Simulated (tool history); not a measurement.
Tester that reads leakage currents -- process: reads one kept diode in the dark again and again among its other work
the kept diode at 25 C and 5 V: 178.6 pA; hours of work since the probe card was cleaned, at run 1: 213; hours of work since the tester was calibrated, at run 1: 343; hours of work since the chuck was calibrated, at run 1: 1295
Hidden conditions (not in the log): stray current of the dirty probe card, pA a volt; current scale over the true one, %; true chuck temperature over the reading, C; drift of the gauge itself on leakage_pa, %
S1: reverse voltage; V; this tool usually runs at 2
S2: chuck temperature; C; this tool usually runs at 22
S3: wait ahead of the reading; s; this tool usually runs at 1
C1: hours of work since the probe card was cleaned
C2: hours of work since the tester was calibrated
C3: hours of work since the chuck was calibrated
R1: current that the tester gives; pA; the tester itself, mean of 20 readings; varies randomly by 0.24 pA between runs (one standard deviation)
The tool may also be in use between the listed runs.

run   hour     S1  S2    S3   C1   C2    C3       R1
  1      0      2  22     1  213  343  1295    78.62
  2   14.5      2  22   0.5  221  351  1303    79.88
  3   37.3      2  41   0.5  234  364  1316   430.48
  4   65.9      2  41   0.5  250  380  1332   428.17
  5   86.3      2  41   0.5  262  392  1344    427.7
  6  100.8  10.99  23  0.33  270  400  1352   247.76
  7  128.6   1.04  35  5.68  286  416  1368   174.44
  8  161.6  14.04  29     1  305  435  1387   480.64
  9  197.2   6.79  25  7.69  325  455  1407   213.81
 10  225.9   10.5  49  6.76  342  471  1423  2208.87

Consider 3 possible next runs. They are alternatives, not a sequence: every one starts from the tool as it was left by run 10. What does each give?
  A  256.1     2  24  7.39  359  489  1441   ?
  B  256.1  4.97  49  0.44  359  489  1441   ?
  C  256.1  2.98  21  7.82  359  489  1441   ?

run      R1
  A   94.58
  B  1418.7
  C   90.66
Without the tool's unlogged condition, the same runs would have read:
run       R1
  A    94.52
  B  1417.98
  C     90.6

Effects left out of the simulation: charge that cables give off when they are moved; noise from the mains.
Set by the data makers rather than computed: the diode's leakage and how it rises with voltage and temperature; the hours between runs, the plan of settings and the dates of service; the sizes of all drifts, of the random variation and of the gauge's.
